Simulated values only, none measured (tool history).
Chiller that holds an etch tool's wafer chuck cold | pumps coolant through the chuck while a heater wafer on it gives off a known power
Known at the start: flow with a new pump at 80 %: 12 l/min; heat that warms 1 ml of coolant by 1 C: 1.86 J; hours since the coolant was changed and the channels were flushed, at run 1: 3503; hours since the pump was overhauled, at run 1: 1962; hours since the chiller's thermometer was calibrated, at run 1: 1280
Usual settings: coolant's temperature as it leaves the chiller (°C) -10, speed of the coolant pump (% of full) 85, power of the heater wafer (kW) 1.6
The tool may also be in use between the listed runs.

| run | hour | coolant's temperature as it leaves the chiller (°C) | speed of the coolant pump (% of full) | power of the heater wafer (kW) | hours since the coolant was changed and the channels were flushed | hours since the pump was overhauled | hours since the chiller's thermometer was calibrated | chuck's temperature once it has settled (°C) | how much warmer the coolant comes back (C) |
|---|---|---|---|---|---|---|---|---|---|
| 1 | 0 | -10 | 85 | 1.6 | 3503 | 1962 | 1280 | 3.3 | 4.09 |
| 2 | 78.2 | -10 | 85 | 0.817 | 3581 | 2040 | 1358 | -3.1 | 2.02 |
| 3 | 178 | -10 | 85 | 0.817 | 3681 | 2140 | 1458 | -3.2 | 2.09 |
| 4 | 292.2 | -10 | 85 | 1.6 | 3795 | 2254 | 1572 | 3.8 | 4.05 |
| 5 | 380 | -10 | 85 | 1.6 | 3883 | 2342 | 1660 | 3.4 | 4.1 |
| 6 | 523.4 | -10 | 85 | 1.6 | 4027 | 2485 | 1803 | 3.6 | 4.11 |
| 7 | 619.7 | -10 | 85 | 1.658 | 4123 | 2581 | 1899 | 4.2 | 4.2 |
| 8 | 708 | -10 | 85 | 1.658 | 4211 | 2670 | 1988 | 4.1 | 4.24 |
| 9 | 846.3 | -10 | 85 | 1.658 | 4350 | 2808 | 2126 | 4.4 | 4.28 |
|  | 855.2 | chiller's thermometer calibrated |
| 10 | 917.6 | -10 | 85 | 1.658 | 4420 | 2878 | 62 | 4.1 | 4.22 |
| 11 | 994.3 | -10 | 85 | 1.6 | 4496 | 2955 | 139 | 3.7 | 4.12 |
|  | 1008.2 | coolant pump overhauled |
| 12 | 1092.2 | -10 | 85 | 1.6 | 4589 | 84 | 232 | 4 | 4.08 |
| 13 | 1220.3 | -10 | 85 | 1.6 | 4717 | 212 | 360 | 3.8 | 4.15 |
| 14 | 1364 | -10 | 85 | 1.6 | 4861 | 356 | 504 | 4.1 | 4.14 |
| 15 | 1464.7 | -10 | 73 | 1.6 | 4962 | 457 | 605 | 5.4 | 4.84 |
|  | 1481.5 | coolant pump overhauled, once more |
| 16 | 1539.4 | -10 | 73 | 1.6 | 5032 | 58 | 674 | 4.9 | 4.77 |
| 17 | 1673.7 | -9 | 76 | 2.298 | 5166 | 192 | 809 | 12 | 6.52 |

Forecast run 18:
| 18 | 1797.8 | -16 | 69 | 2.28 | 5290 | 316 | 933 | ? | ? |

chuck's temperature once it has settled (°C): 6.3
how much warmer the coolant comes back (C): 7.07
Without the tool's hidden state the same run would have given chuck's temperature once it has settled (°C) 4.2, how much warmer the coolant comes back (C) 7.08.

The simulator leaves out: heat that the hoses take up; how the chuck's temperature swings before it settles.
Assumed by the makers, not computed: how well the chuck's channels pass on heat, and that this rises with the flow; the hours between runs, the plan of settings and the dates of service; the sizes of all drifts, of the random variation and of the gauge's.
